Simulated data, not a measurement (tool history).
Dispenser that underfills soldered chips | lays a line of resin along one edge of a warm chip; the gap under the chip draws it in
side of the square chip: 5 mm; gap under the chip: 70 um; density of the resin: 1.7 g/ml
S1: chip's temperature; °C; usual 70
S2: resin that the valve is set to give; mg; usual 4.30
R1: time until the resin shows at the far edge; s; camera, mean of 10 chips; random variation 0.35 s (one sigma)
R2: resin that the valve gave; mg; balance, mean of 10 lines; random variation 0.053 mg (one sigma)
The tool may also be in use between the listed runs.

run   hour  S1    S2    R1    R2
  1    0.0  70  4.30  22.9  3.94
  2    5.6  70  4.30  30.7  4.04
       8.4  -- new syringe of resin
  3   12.3  85  4.30  11.5  4.07
      19.8  -- new syringe of resin
  4   19.8  85  4.30   8.4  3.90
      24.8  -- dispensing valve cleaned and set on the balance
  5   31.6  85  4.30  15.9  4.23
      32.7  -- new syringe of resin
  6   42.6  70  4.87  30.7  4.86
      44.3  -- new syringe of resin
  7   49.1  70  4.87  23.8  4.85
  8   55.0  81  4.30  19.6  4.24
      56.3  -- new syringe of resin
  9   64.4  81  4.30  17.1  4.21
      68.5  -- new syringe of resin
 10   73.1  81  4.30  13.6  4.28
      80.7  -- new syringe of resin
 11   83.3  79  4.30  13.8  4.17
      92.2  -- new syringe of resin
 12   93.8  79  4.30  13.4  4.15
 13   99.5  79  3.86  18.7  3.78
     103.8  -- new syringe of resin
 14  107.6  79  3.86  15.5  3.78
     115.6  -- new syringe of resin
 15  116.2  79  3.86  12.8  3.73
 16  125.3  79  3.86  21.3  3.72
     127.0  -- new syringe of resin
 17  130.1  70  4.30  22.6  4.16
 18  135.0  62  4.30  46.2  4.14
     138.5  -- new syringe of resin
 19  145.3  58  4.30  53.5  4.18
     150.4  -- new syringe of resin
 20  150.4  58  4.80  35.3  4.58
 21  157.4  75  4.30  22.3  4.08
     162.0  -- new syringe of resin
 22  164.1  61  4.30  34.4  4.08
     173.6  -- new syringe of resin
 23  174.9  70  4.50  19.7  4.23
 24  180.8  70  4.87  28.5  4.56
     185.2  -- new syringe of resin
 25  191.7  62  3.79  44.3  3.55
     196.6  -- new syringe of resin
 26  201.6  62  3.79  40.9  3.54
     208.0  -- new syringe of resin
 27  209.2  56  5.12  41.8  4.88
 28  215.6  56  5.12  63.4  4.75
     219.8  -- new syringe of resin
 29  221.1  56  5.12  43.8  4.82
     231.3  -- new syringe of resin
 30  231.9  56  5.12  41.7  4.73
 31  236.4  80  4.44  15.9  4.18
     243.0  -- new syringe of resin
 32  243.0  78  4.52  13.3  4.18
     246.6  -- dispensing valve cleaned and set on the balance
 33  252.6  81  5.32  17.1  5.33

The same runs without the tool's hidden state, with the same run-to-run variation:
The hidden state here: resin's viscosity, % of fresh resin's; dose that the valve gives, % of what is set; true chip temperature over the reading, C; drift of the gauge itself on fill_s, %; drift of the gauge itself on given_mg, %.
run    R1    R2
  1  17.6  4.24
  2  16.6  4.35
  3   8.6  4.39
  4   7.7  4.22
  5   7.5  4.23
  6  16.0  4.88
  7  17.2  4.89
  8  10.2  4.28
  9  10.1  4.26
 10   9.9  4.35
 11  11.1  4.25
 12  11.3  4.25
 13  11.1  3.88
 14  11.5  3.89
 15  11.4  3.85
 16  10.8  3.85
 17  17.5  4.31
 18  26.6  4.30
 19  32.5  4.36
 20  32.3  4.79
 21  13.4  4.28
 22  27.6  4.29
 23  16.8  4.46
 24  17.3  4.83
 25  27.2  3.77
 26  26.7  3.77
 27  35.5  5.21
 28  36.8  5.09
 29  36.1  5.17
 30  35.6  5.10
 31  10.3  4.51
 32  12.1  4.53
 33   9.3  5.36
